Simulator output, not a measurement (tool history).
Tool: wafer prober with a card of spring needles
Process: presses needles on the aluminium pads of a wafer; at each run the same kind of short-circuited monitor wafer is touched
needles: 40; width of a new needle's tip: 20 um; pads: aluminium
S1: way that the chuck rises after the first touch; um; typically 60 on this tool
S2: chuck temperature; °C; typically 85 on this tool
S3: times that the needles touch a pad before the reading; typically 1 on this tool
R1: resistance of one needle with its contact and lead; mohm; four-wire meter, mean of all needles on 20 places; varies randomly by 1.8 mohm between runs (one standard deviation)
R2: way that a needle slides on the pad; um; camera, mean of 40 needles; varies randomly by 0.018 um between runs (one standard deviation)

run	hour	S1	S2	S3	R1	R2
1	0.0	60	85	1	185	16.24
2	8.0	60	85	1	189	16.23
3	14.5	60	85	1	186	16.21
4	20.5	60	102	1	188	16.23
5	27.9	60	85	1	185	16.25
6	36.1	60	85	1	190	16.22
7	39.8	61	85	1	187	16.49
8	46.9	59	85	1	188	15.95
9	50.7	59	85	1	189	15.97
10	59.6	59	85	1	185	15.96
11	66.0	59	85	1	185	15.91
12	70.4	59	85	1	186	15.94
13	74.4	59	45	1	182	15.94
14	82.2	62	85	1	186	16.77
15	90.3	62	85	1	185	16.74
16	98.0	60	85	1	185	16.20
17	102.5	76	85	1	182	20.53
18	109.2	43	99	2	199	11.64
19	117.1	42	59	3	188	11.35
20	121.3	67	86	2	185	18.08
21	127.5	58	86	1	186	15.66
22	133.0	58	86	1	186	15.66
23	141.5	44	92	2	200	11.92
24	146.6	44	70	2	191	11.90
25	153.9	41	70	2	194	11.13
26	158.2	41	70	2	193	11.12
27	165.4	41	70	2	195	11.08
28	169.5	50	31	2	179	13.52
29	175.8	61	33	1	178	16.48
30	184.2	57	85	1	187	15.42
31	189.8	52	25	2	177	14.05
32	194.5	48	37	2	181	12.96
33	201.9	48	37	2	183	12.96
34	205.8	48	37	2	183	12.98

Missing from the log above: 5 entries noted between runs. For each, name the pair of listed runs it sits between and say how the tool's hidden condition differs from the listed run just before to the listed run just after:
Run 2 -> run 3: tips cleaned on abrasive film (hour 14.1)
  debris on the tips, nm: 0.5 -> 0
Run 9 -> run 10: tips cleaned on abrasive film (hour 53.7)
  debris on the tips, nm: 0.6 -> 0.2
Run 15 -> run 16: tips cleaned on abrasive film (hour 93.3)
  debris on the tips, nm: 0.6 -> 0.2
Run 21 -> run 22: tips cleaned on abrasive film (hour 132.7)
  debris on the tips, nm: 0.6 -> 0.1
Run 28 -> run 29: tips cleaned on abrasive film (hour 172.3)
  debris on the tips, nm: 0.6 -> 0.1; way that the needles fall short of the set height, um: 0 -> 0.01
